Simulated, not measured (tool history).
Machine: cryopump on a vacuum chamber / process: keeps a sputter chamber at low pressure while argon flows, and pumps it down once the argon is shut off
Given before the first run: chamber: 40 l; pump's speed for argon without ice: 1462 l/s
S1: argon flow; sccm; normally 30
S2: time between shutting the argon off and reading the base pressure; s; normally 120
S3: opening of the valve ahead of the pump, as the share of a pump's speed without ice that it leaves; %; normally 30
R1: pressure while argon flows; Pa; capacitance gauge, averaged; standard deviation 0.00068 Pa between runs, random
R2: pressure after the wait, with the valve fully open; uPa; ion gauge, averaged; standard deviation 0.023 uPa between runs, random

run	hour	S1	S2	S3	R1	R2
1	0	30	120	30	0.1154	1.21
2	16.5	30	120	30	0.1155	1.21
3	31.4	13	120	30	0.0508	1.29
4	41.8	13	120	30	0.0504	1.22
5	54	13	120	30	0.0516	1.25
6	61.5	30	120	30	0.116	1.29
7	69.5	30	120	16	0.2166	1.26
8	84.8	30	120	49	0.0721	1.31
9	93.4	30	120	49	0.0721	1.25
10	106.4	37	120	49	0.0889	1.3
11	123.7	42	120	30	0.1648	1.3
12	131.3	30	120	38	0.0926	1.33
13	138.7	30	120	30	0.1173	1.29
14	148.7	30	120	30	0.1179	1.29
15	162.9	30	120	30	0.1183	1.34
16	171.8	30	120	30	0.1188	1.34
17	187.8	30	277	30	0.1183	1.03
18	203.3	30	88	46	0.0782	1.55
19	215.5	30	88	46	0.0789	1.59
20	226.2	30	127	24	0.1475	1.33
21	236.4	15	23	36	0.0497	3.85
22	246.6	17	52	58	0.036	2.14
23	257.5	25	124	45	0.0672	1.36
24	266.6	17	120	30	0.0677	1.4
25	279.7	38	75	56	0.0827	1.76
26	297.5	38	75	56	0.0831	1.78
27	306.8	38	75	20	0.2239	1.75
28	320.4	17	105	28	0.073	1.49
29	329.9	35	85	30	0.1396	1.68
30	338.1	35	85	30	0.14	1.68
31	353.1	56	33	30	0.2239	3.03
32	367.2	56	33	30	0.225	2.87
33	382.7	56	33	17	0.3896	2.98

Below are 4 alternative next runs, each starting from the tool's condition after run 33. Predict each:
A	390.7	30	25	30	?	?
B	390.7	56	51	17	?	?
C	390.7	30	49	30	?	?
D	390.7	16	120	30	?	?

run	R1	R2
A	0.1215	3.73
B	0.389	2.21
C	0.1207	2.32
D	0.0641	1.46
Stripped of hidden state, with their random variation kept, the same runs would have yielded:
run	R1	R2
A	0.1164	3.02
B	0.3795	1.53
C	0.1156	1.62
D	0.0614	0.77
